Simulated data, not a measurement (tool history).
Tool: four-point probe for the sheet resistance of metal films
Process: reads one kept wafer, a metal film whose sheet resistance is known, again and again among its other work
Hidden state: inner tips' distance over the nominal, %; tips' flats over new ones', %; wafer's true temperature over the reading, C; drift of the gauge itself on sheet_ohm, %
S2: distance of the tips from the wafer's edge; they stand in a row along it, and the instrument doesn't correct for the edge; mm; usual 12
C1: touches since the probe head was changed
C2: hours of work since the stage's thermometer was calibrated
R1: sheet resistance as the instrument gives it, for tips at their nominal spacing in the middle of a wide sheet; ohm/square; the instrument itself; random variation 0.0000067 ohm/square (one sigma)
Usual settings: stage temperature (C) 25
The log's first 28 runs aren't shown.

Run 29, hour 859.4: usual settings but stage temperature (C) 19, S2 8 mm; C1 37895; C2 96. Result: R1 0.033959 ohm/square.
Run 30, hour 895.9: usual settings but S2 7 mm; C1 39372; C2 122. Result: R1 0.034136 ohm/square.
Run 31, hour 929.3: usual settings but S2 7 mm; C1 40726; C2 146. Result: R1 0.034143 ohm/square.
Run 32, hour 951.3: usual settings but stage temperature (C) 21, S2 3 mm; C1 41613; C2 161. Result: R1 0.036443 ohm/square.
Run 33, hour 980: usual settings but stage temperature (C) 21, S2 3 mm; C1 42776; C2 181. Result: R1 0.03643 ohm/square.
Run 34, hour 1017.8: usual settings but S2 25 mm; C1 44306; C2 208. Result: R1 0.033597 ohm/square.
Run 35, hour 1041.8: usual settings but stage temperature (C) 29, S2 42 mm; C1 45280; C2 225. Result: R1 0.033595 ohm/square.
Run 36, hour 1082.5: usual settings but stage temperature (C) 21, S2 11 mm; C1 46929; C2 253. Result: R1 0.033745 ohm/square.
Run 37, hour 1114.8: usual settings but stage temperature (C) 34, S2 15 mm; C1 48237; C2 276. Result: R1 0.033733 ohm/square.
Run 38, hour 1155.5: usual settings but stage temperature (C) 21; C1 49884; C2 305. Result: R1 0.033697 ohm/square.
Run 39, hour 1186.1: usual settings but stage temperature (C) 20, S2 13 mm; C1 51123; C2 326. Result: R1 0.033669 ohm/square.
Run 40, hour 1231.3: usual settings but stage temperature (C) 21, S2 4 mm; C1 52953; C2 358. Result: R1 0.035208 ohm/square.
Run 41, hour 1275.6: usual settings but stage temperature (C) 21, S2 4 mm; C1 54749; C2 389. Result: R1 0.03521 ohm/square.
Run 42, hour 1303.8: usual settings but stage temperature (C) 22, S2 11 mm; C1 55890; C2 409. Result: R1 0.033724 ohm/square.
Run 43, hour 1337.7: usual settings but stage temperature (C) 22, S2 11 mm; C1 57263; C2 433. Result: R1 0.033728 ohm/square.
Run 44, hour 1361.1: usual settings but stage temperature (C) 26, S2 4 mm; C1 58212; C2 449. Result: R1 0.035238 ohm/square.
Run 45, hour 1400.7: usual settings but stage temperature (C) 19, S2 21 mm; C1 59812; C2 477. Result: R1 0.033516 ohm/square.

Forecast each of these 4 alternatives for the next run:
Run A, hour 1436: usual settings but stage temperature (C) 22; C1 61242; C2 502. Result: R1 ?.
Run B, hour 1436: usual settings but stage temperature (C) 26, S2 72 mm; C1 61242; C2 502. Result: R1 ?.
Run C, hour 1436: usual settings but S2 10 mm; C1 61242; C2 502. Result: R1 ?.
Run D, hour 1436: usual settings but stage temperature (C) 21, S2 18 mm; C1 61242; C2 502. Result: R1 ?.

run        R1
  A  0.033694
  B  0.033514
  C  0.033788
  D  0.033552
Without the tool's hidden state the same runs would have given:
run        R1
  A  0.033504
  B  0.033325
  C  0.033598
  D  0.033363
